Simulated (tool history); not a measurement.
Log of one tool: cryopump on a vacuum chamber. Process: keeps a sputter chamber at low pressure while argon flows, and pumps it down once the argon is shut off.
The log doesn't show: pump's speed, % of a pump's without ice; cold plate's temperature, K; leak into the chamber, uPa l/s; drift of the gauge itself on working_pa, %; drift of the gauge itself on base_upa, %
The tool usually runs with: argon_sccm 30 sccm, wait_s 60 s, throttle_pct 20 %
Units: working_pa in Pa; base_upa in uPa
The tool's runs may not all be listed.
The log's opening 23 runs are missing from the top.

run	hour	argon_sccm	wait_s	throttle_pct	hours of work since the pump was warmed up and emptied	hours of work since the cold head was overhauled	hours of work since the chamber's fittings were tightened	working_pa	base_upa
24	258.9	21	60	23	173	173	762	0.1175	1.29
25	267.5	13	150	18	179	179	768	0.0933	0.83
26	275.7	30	60	52	184	184	773	0.0768	1.28
27	287.8	34	144	15	192	192	781	0.2934	0.8
28	296	41	101	26	197	197	786	0.2057	0.95
29	309.3	56	48	29	206	206	795	0.2531	1.51
30	321.9	20	106	24	214	214	803	0.1088	0.99
31	331.1	20	103	31	220	220	809	0.0848	1.01
32	343.1	20	289	39	227	227	817	0.0679	0.69
33	358	38	67	18	237	237	826	0.276	1.22
34	373.1	38	67	18	247	247	836	0.2762	1.26

Here are 3 independent what-if runs from the current tool condition. What would each one return?
A	384.4	42	126	53	254	254	843	?	?
B	384.4	31	60	19	254	254	843	?	?
C	384.4	15	32	48	254	254	843	?	?

run	working_pa	base_upa
A	0.1074	0.9
B	0.2139	1.36
C	0.0423	2.02
With the hidden condition removed and each run's random variation left untouched, the same runs would have given:
run	working_pa	base_upa
A	0.1009	0.58
B	0.2091	1.03
C	0.0399	1.69
